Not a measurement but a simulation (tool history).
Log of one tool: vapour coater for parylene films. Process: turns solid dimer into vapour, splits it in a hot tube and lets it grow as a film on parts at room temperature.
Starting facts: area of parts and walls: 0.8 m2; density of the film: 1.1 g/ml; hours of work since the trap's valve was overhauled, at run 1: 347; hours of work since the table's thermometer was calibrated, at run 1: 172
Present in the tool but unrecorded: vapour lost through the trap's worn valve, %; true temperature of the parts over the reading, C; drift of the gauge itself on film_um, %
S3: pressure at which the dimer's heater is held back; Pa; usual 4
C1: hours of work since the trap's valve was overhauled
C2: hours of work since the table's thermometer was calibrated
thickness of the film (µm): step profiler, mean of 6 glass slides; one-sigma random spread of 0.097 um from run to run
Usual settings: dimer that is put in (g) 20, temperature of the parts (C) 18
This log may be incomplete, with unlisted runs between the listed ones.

Run 1, day 0: usual settings; C1 347; C2 172. Result: thickness of the film (µm) 15.59.
Run 2, day 0.783: usual settings; C1 355; C2 180. Result: thickness of the film (µm) 15.49.
Run 3, day 1.133: usual settings but S3 6.55 Pa; C1 358; C2 184. Result: thickness of the film (µm) 15.12.
Run 4, day 1.721: usual settings but dimer that is put in (g) 16; C1 364; C2 190. Result: thickness of the film (µm) 12.54.
Run 5, day 2.262: usual settings; C1 370; C2 195. Result: thickness of the film (µm) 15.69.
Run 6, day 3.075: usual settings but temperature of the parts (C) 21; C1 378; C2 203. Result: thickness of the film (µm) 14.21.
Run 7, day 3.712: usual settings but temperature of the parts (C) 21; C1 385; C2 210. Result: thickness of the film (µm) 14.47.
Run 8, day 4.3: usual settings but temperature of the parts (C) 21; C1 390; C2 216. Result: thickness of the film (µm) 14.25.
Run 9, day 4.821: usual settings but temperature of the parts (C) 21; C1 396; C2 221. Result: thickness of the film (µm) 14.43.
Run 10, day 5.333: usual settings but temperature of the parts (C) 20; C1 401; C2 226. Result: thickness of the film (µm) 14.74.
Run 11, day 5.729: usual settings but temperature of the parts (C) 13; C1 405; C2 230. Result: thickness of the film (µm) 17.86.
Run 12, day 6.188: usual settings but S3 5.2 Pa; C1 410; C2 235. Result: thickness of the film (µm) 15.25.
Run 13, day 6.654: usual settings; C1 414; C2 239. Result: thickness of the film (µm) 15.43.
Run 14, day 7.221: usual settings; C1 420; C2 245. Result: thickness of the film (µm) 15.69.
Run 15, day 7.738: usual settings but dimer that is put in (g) 30; C1 425; C2 250. Result: thickness of the film (µm) 23.31.
Run 16, day 8.454: usual settings but dimer that is put in (g) 30; C1 433; C2 258. Result: thickness of the film (µm) 23.31.
Run 17, day 9.033: usual settings but S3 2.97 Pa; C1 438; C2 264. Result: thickness of the film (µm) 15.91.
Run 18, day 9.408: usual settings but S3 2.97 Pa; C1 442; C2 267. Result: thickness of the film (µm) 15.86.
Run 19, day 10.15: usual settings but temperature of the parts (C) 12; C1 450; C2 275. Result: thickness of the film (µm) 18.47.
Run 20, day 10.617: usual settings but dimer that is put in (g) 28, temperature of the parts (C) 10; C1 454; C2 280. Result: thickness of the film (µm) 27.13.
Run 21, day 11.333: usual settings but dimer that is put in (g) 28, temperature of the parts (C) 10; C1 462; C2 287. Result: thickness of the film (µm) 27.03.
Run 22, day 11.996: usual settings but S3 3.64 Pa; C1 468; C2 294. Result: thickness of the film (µm) 15.64.
Run 23, day 12.6: usual settings but S3 3.64 Pa; C1 475; C2 300. Result: thickness of the film (µm) 15.73.
At day 12.838: trap's valve overhauled.
Run 24, day 13.375: usual settings but dimer that is put in (g) 19, temperature of the parts (C) 22, S3 8.2 Pa; C1 5; C2 306. Result: thickness of the film (µm) 12.27.
Run 25, day 14: usual settings but dimer that is put in (g) 13, temperature of the parts (C) 22, S3 8.2 Pa; C1 12; C2 312. Result: thickness of the film (µm) 8.42.
Run 26, day 14.588: usual settings but dimer that is put in (g) 13, temperature of the parts (C) 30; C1 18; C2 318. Result: thickness of the film (µm) 7.05.
Run 27, day 15.446: usual settings but dimer that is put in (g) 13, temperature of the parts (C) 13; C1 26; C2 327. Result: thickness of the film (µm) 11.34.
Run 28, day 16.171: usual settings but dimer that is put in (g) 13, temperature of the parts (C) 13; C1 34; C2 334. Result: thickness of the film (µm) 11.29.
Run 29, day 16.525: usual settings but dimer that is put in (g) 13, temperature of the parts (C) 13; C1 37; C2 338. Result: thickness of the film (µm) 11.26.
Run 30, day 16.9: usual settings but dimer that is put in (g) 13, temperature of the parts (C) 13; C1 41; C2 341. Result: thickness of the film (µm) 11.13.
Run 31, day 17.3: usual settings but dimer that is put in (g) 9, temperature of the parts (C) 23, S3 5.86 Pa; C1 45; C2 346. Result: thickness of the film (µm) 5.67.
At day 18.096: trap's valve overhauled, once more.
Run 32, day 18.262: usual settings but dimer that is put in (g) 9, temperature of the parts (C) 23, S3 5.86 Pa; C1 2; C2 354. Result: thickness of the film (µm) 6.16.
Run 33, day 18.679: usual settings but dimer that is put in (g) 9, temperature of the parts (C) 23, S3 5.86 Pa; C1 6; C2 358. Result: thickness of the film (µm) 6.18.
Run 34, day 19.042: usual settings but dimer that is put in (g) 24; C1 10; C2 361. Result: thickness of the film (µm) 19.41.
Run 35, day 19.704: usual settings but dimer that is put in (g) 11, temperature of the parts (C) 23; C1 16; C2 368. Result: thickness of the film (µm) 7.71.
Run 36, day 20.546: usual settings but dimer that is put in (g) 9, temperature of the parts (C) 19; C1 25; C2 377. Result: thickness of the film (µm) 7.04.

How the hidden state differs across the entries between the runs, from the last listed run before each to the first after it:
Logged between run 23 and run 24: trap's valve overhauled (day 12.838)
  vapour lost through the trap's worn valve, %: 4.3 -> 6.8; true temperature of the parts over the reading, C: -0.12 -> -0.13
  the result without the hidden state subtracted from the measured one, thickness of the film (µm): -0.65 -> -0.85
Logged between run 31 and run 32: trap's valve overhauled, once more (day 18.096)
  vapour lost through the trap's worn valve, %: 7.2 -> 0.2
  the result without the hidden state subtracted from the measured one, thickness of the film (µm): -0.41 -> +0.01
